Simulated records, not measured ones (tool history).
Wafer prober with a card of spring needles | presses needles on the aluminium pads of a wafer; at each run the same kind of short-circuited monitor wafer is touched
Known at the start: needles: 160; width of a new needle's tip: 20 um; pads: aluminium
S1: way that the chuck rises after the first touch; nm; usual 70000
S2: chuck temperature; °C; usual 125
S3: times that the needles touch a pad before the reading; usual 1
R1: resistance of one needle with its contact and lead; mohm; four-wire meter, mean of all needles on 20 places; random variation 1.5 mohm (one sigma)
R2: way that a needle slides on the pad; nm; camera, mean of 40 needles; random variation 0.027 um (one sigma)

run,hour,S1,S2,S3,R1,R2
1,0.0,70000,125,1,145,11310
# hour 20.7: tips cleaned on abrasive film
2,28.6,70000,125,1,145,11270
# hour 39.7: tips cleaned on abrasive film
3,47.5,61000,125,1,149,9880
# hour 60.4: tips cleaned on abrasive film
4,75.3,61000,125,2,152,9840
# hour 80.6: tips cleaned on abrasive film
5,97.2,61000,125,2,149,9800
# hour 100.2: tips cleaned on abrasive film
# hour 118.8: tips cleaned on abrasive film
6,119.7,61000,125,2,151,9860
# hour 139.4: tips cleaned on abrasive film
# hour 152.9: height of the first contact set anew
7,156.6,61000,125,2,152,9830
# hour 158.9: tips cleaned on abrasive film
# hour 177.9: tips cleaned on abrasive film
8,194.3,61000,125,2,150,9770
# hour 196.4: tips cleaned on abrasive film
# hour 216.5: tips cleaned on abrasive film
9,224.1,59000,60,1,141,9410
# hour 236.0: tips cleaned on abrasive film
# hour 254.8: tips cleaned on abrasive film
10,256.6,72000,37,1,128,11510

4 ways to go on from here, each from the tool as it stands after run 10. What would each give?
# hour 275.3: tips cleaned on abrasive film
A,282.1,70000,125,1,?,?
# hour 275.3: tips cleaned on abrasive film
B,282.1,68000,37,1,?,?
# hour 275.3: tips cleaned on abrasive film
C,282.1,70000,97,1,?,?
# hour 275.3: tips cleaned on abrasive film
D,282.1,51000,37,1,?,?

run,R1,R2
A,143,11220
B,130,10860
C,141,11210
D,142,8180
Without the tool's hidden state the same runs would have given:
run,R1,R2
A,143,11310
B,129,10940
C,140,11300
D,141,8250
